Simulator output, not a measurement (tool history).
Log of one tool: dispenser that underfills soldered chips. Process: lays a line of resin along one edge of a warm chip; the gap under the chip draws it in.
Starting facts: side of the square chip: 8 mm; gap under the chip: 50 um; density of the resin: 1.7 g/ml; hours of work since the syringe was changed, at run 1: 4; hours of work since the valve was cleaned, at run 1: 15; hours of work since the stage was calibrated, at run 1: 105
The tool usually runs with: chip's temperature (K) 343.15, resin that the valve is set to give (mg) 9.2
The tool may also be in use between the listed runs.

run,hour,chip's temperature (K),resin that the valve is set to give (mg),hours of work since the syringe was changed,hours of work since the valve was cleaned,hours of work since the stage was calibrated,time until the resin shows at the far edge (s),resin that the valve gave (mg)
1,0,343.15,9.2,4,15,105,90.1,9.1
# hour 4.2: new syringe of resin
2,6.1,343.15,9.2,1,19,108,73.2,9.06
3,10.5,343.15,9.2,4,22,111,91.6,9.07
# hour 14.4: new syringe of resin
4,15.7,343.15,9.2,1,25,115,72.2,9.04
5,22.1,343.15,9.2,5,30,119,99.7,9.04
# hour 24.9: new syringe of resin
6,28.4,343.15,9.2,2,34,123,78.2,8.94
# hour 34.9: new syringe of resin
7,35.7,355.15,8.68,1,38,128,39.9,8.51
8,40.5,330.15,10.51,4,41,131,177,10.18
# hour 45.1: new syringe of resin
9,45.6,330.15,8.31,0,45,134,135.4,8.06
10,51.3,352.15,9.41,4,48,138,59,9.01

How would selected steps in time until the resin shows at the far edge (s) from run to run divide? Give the signed amount a tool lacking its hidden state would still show from settings, what came in and random variation, and the signed amount left for the hidden state, including any gauge scatter that is not in both of the compared results.
The hidden state here: resin's viscosity, % of fresh resin's; dose that the valve gives, % of what is set; true chip temperature over the reading, C; drift of the gauge itself on fill_s, %; drift of the gauge itself on given_mg, %.
Run 7 -> 8: chip's temperature (K) 355.15 -> 330.15, resin that the valve is set to give (mg) 8.68 -> 10.51. time until the resin shows at the far edge (s) +137.1: hidden state +44.3, all else +92.8.
